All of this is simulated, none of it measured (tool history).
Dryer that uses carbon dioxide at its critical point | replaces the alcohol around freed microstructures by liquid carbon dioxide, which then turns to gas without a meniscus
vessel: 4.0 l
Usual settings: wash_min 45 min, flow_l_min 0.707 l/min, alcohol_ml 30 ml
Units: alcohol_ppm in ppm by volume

run,hour,wash_min,flow_l_min,alcohol_ml,alcohol_ppm
1,0,45,0.707,30,22
2,25.8,45,0.707,30,29
3,41.3,48,0.707,30,24
4,53.5,45,0.707,30,20
5,66.8,45,0.707,30,17
6,87.1,45,0.707,30,38
7,100.4,45,0.707,30,32
8,122.6,45,0.707,30,22
9,140.4,45,0.707,30,23
10,160.7,45,0.707,30,28
11,175.8,45,0.707,30,31
12,191.5,45,0.707,30,41
13,217.9,45,0.707,30,42
# hour 228.4: inlet filter changed
14,230.7,45,0.707,30,33
15,244.1,45,0.707,30,30
16,270.5,45,0.707,30,37
17,286.6,45,0.841,30,24
18,306.1,32,0.841,30,41
19,329.1,45,0.707,63,49
20,355.5,45,0.707,63,55
21,367.2,45,0.707,63,47
22,387.2,41,1.17,51,30
23,402.8,49,1.148,61,30
24,418.3,67,0.444,30,43
25,434.4,67,0.444,30,52
26,454.5,67,0.444,30,55
27,478,45,0.658,47,62
28,502,43,0.925,112,46
29,528.4,43,0.925,112,43
30,547.3,45,0.707,24,52
31,570.9,43,0.739,68,70

Run 32 comes next. What will it give?
32,585.5,42,0.707,31,?

alcohol_ppm: 63 ppm by volume
Without the tool's hidden state the same run would have given alcohol_ppm 21 ppm by volume.

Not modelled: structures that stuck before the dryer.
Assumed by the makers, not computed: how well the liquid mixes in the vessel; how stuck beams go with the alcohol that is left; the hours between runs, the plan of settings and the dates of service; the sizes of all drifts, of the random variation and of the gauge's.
